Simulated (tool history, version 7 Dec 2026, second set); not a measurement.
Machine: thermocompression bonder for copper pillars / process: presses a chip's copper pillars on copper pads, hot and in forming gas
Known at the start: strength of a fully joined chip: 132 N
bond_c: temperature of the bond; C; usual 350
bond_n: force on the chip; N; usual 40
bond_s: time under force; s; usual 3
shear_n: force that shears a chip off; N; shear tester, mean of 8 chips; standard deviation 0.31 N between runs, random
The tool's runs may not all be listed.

run	day	bond_c	bond_n	bond_s	shear_n
1	0.000	350	40	3	78.1
2	1.888	350	40	3	76.8
3	3.904	350	40	3	76.2
# day 4.750: forming gas filter changed
4	5.750	350	40	3	80.1
5	7.708	350	40	3	79.5
6	9.000	350	40	3	78.6
7	10.058	350	40	4	84.8
8	11.371	350	40	4	84.1
9	12.350	350	40	4	83.5
10	13.846	350	40	4	82.9
# day 15.071: forming gas filter changed
11	15.204	350	40	4	87.8
12	16.458	350	59	3	106.5
# day 17.042: force cell calibrated
13	18.046	350	40	3	73.8
14	19.150	350	40	3	73.1
15	20.029	350	40	3	72.9
16	21.058	350	40	3	72.4
# day 21.496: heater calibrated with a thermocouple chip
17	22.058	350	40	3	76.5
18	23.888	350	40	3	75.3
# day 25.433: forming gas filter changed
19	25.462	350	40	3	80.2
20	27.617	369	40	3	90.4
21	29.179	339	30	3	52.6
22	30.542	339	30	3	52.2
23	32.062	339	30	3	51.8
24	32.996	339	30	3	51.9
25	34.483	341	51	7	104.2
# day 35.679: forming gas filter changed
26	36.054	341	51	7	109.2
27	37.279	331	40	3	66.9

For run 28, what comes out?
28	38.867	331	40	3	?

shear_n: 65.7 N
On a tool with no hidden condition, and with the same random variation, this run would have come out at shear_n 65.6 N.
